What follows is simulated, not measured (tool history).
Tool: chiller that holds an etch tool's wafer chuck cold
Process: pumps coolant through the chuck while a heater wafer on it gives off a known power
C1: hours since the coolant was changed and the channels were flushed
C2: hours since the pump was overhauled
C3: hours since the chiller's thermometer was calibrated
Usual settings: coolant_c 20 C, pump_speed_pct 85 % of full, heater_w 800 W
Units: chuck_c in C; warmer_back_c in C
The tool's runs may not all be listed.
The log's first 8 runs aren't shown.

run 9 hour=1002.4 | coolant_c=12 pump_speed_pct=68 heater_w=800 | C1=8640 C2=8316 C3=2341 | chuck_c=19.22 warmer_back_c=2.99
run 10 hour=1141.8 | coolant_c=15 pump_speed_pct=68 heater_w=800 | C1=8779 C2=8456 C3=2480 | chuck_c=22.17 warmer_back_c=2.98
run 11 hour=1274.5 | coolant_c=15 pump_speed_pct=68 heater_w=800 | C1=8912 C2=8588 C3=2613 | chuck_c=22.27 warmer_back_c=2.99
run 12 hour=1374.4 | coolant_c=15 pump_speed_pct=68 heater_w=800 | C1=9012 C2=8688 C3=2713 | chuck_c=22.20 warmer_back_c=3.01
run 13 hour=1469.5 | coolant_c=15 pump_speed_pct=68 heater_w=800 | C1=9107 C2=8783 C3=2808 | chuck_c=22.44 warmer_back_c=3.01
run 14 hour=1598.5 | coolant_c=15 pump_speed_pct=68 heater_w=800 | C1=9236 C2=8912 C3=2937 | chuck_c=22.27 warmer_back_c=3.01
run 15 hour=1771.2 | coolant_c=15 pump_speed_pct=68 heater_w=927 | C1=9408 C2=9085 C3=3110 | chuck_c=23.53 warmer_back_c=3.47
run 16 hour=1904.1 | coolant_c=15 pump_speed_pct=68 heater_w=927 | C1=9541 C2=9218 C3=3243 | chuck_c=23.61 warmer_back_c=3.47
run 17 hour=2033.0 | coolant_c=20 pump_speed_pct=85 heater_w=800 | C1=9670 C2=9347 C3=3372 | chuck_c=26.26 warmer_back_c=2.37
run 18 hour=2176.4 | coolant_c=20 pump_speed_pct=85 heater_w=800 | C1=9814 C2=9490 C3=3515 | chuck_c=26.17 warmer_back_c=2.36
run 19 hour=2360.7 | coolant_c=20 pump_speed_pct=85 heater_w=800 | C1=9998 C2=9675 C3=3699 | chuck_c=26.21 warmer_back_c=2.37
run 20 hour=2438.1 | coolant_c=13 pump_speed_pct=86 heater_w=663 | C1=10075 C2=9752 C3=3777 | chuck_c=17.98 warmer_back_c=1.96
-- hour=2480.9 coolant changed, channels flushed
run 21 hour=2573.4 | coolant_c=13 pump_speed_pct=86 heater_w=663 | C1=93 C2=9881 C3=3906 | chuck_c=17.20 warmer_back_c=1.95
run 22 hour=2657.4 | coolant_c=13 pump_speed_pct=64 heater_w=899 | C1=177 C2=9965 C3=3990 | chuck_c=20.40 warmer_back_c=3.65
run 23 hour=2777.7 | coolant_c=16 pump_speed_pct=82 heater_w=658 | C1=297 C2=10086 C3=4110 | chuck_c=20.43 warmer_back_c=2.06
run 24 hour=2867.6 | coolant_c=14 pump_speed_pct=85 heater_w=867 | C1=387 C2=10176 C3=4200 | chuck_c=19.64 warmer_back_c=2.61
run 25 hour=3049.4 | coolant_c=23 pump_speed_pct=85 heater_w=867 | C1=569 C2=10357 C3=4382 | chuck_c=28.61 warmer_back_c=2.60
run 26 hour=3166.1 | coolant_c=11 pump_speed_pct=76 heater_w=867 | C1=685 C2=10474 C3=4499 | chuck_c=17.27 warmer_back_c=2.93
-- hour=3181.0 coolant pump overhauled
run 27 hour=3284.5 | coolant_c=20 pump_speed_pct=75 heater_w=830 | C1=799 C2=103 C3=4612 | chuck_c=25.37 warmer_back_c=2.57
run 28 hour=3454.6 | coolant_c=17 pump_speed_pct=73 heater_w=411 | C1=969 C2=274 C3=4782 | chuck_c=19.67 warmer_back_c=1.30
run 29 hour=3636.8 | coolant_c=17 pump_speed_pct=73 heater_w=411 | C1=1151 C2=456 C3=4964 | chuck_c=19.73 warmer_back_c=1.30
run 30 hour=3756.1 | coolant_c=20 pump_speed_pct=63 heater_w=966 | C1=1270 C2=575 C3=5084 | chuck_c=27.55 warmer_back_c=3.57
run 31 hour=3894.1 | coolant_c=20 pump_speed_pct=63 heater_w=966 | C1=1408 C2=713 C3=5222 | chuck_c=27.69 warmer_back_c=3.59
run 32 hour=4036.6 | coolant_c=20 pump_speed_pct=63 heater_w=966 | C1=1551 C2=856 C3=5364 | chuck_c=27.54 warmer_back_c=3.61
-- hour=4119.3 chiller's thermometer calibrated
run 33 hour=4199.4 | coolant_c=14 pump_speed_pct=99 heater_w=496 | C1=1713 C2=1017 C3=80 | chuck_c=16.64 warmer_back_c=1.17

3 ways to go on from here, each from the tool as it stands after run 33. What would each give?
run A hour=4327.1 | coolant_c=14 pump_speed_pct=85 heater_w=800 | C1=1840 C2=1145 C3=208 | chuck_c=? warmer_back_c=?
run B hour=4327.1 | coolant_c=14 pump_speed_pct=99 heater_w=531 | C1=1840 C2=1145 C3=208 | chuck_c=? warmer_back_c=?
run C hour=4327.1 | coolant_c=17 pump_speed_pct=99 heater_w=918 | C1=1840 C2=1145 C3=208 | chuck_c=? warmer_back_c=?

run=A chuck_c=18.96 warmer_back_c=2.17
run=B chuck_c=16.93 warmer_back_c=1.21
run=C chuck_c=21.95 warmer_back_c=2.11
Without the tool's hidden state the same runs would have given:
run=A chuck_c=18.77 warmer_back_c=2.16
run=B chuck_c=16.80 warmer_back_c=1.20
run=C chuck_c=21.75 warmer_back_c=2.09
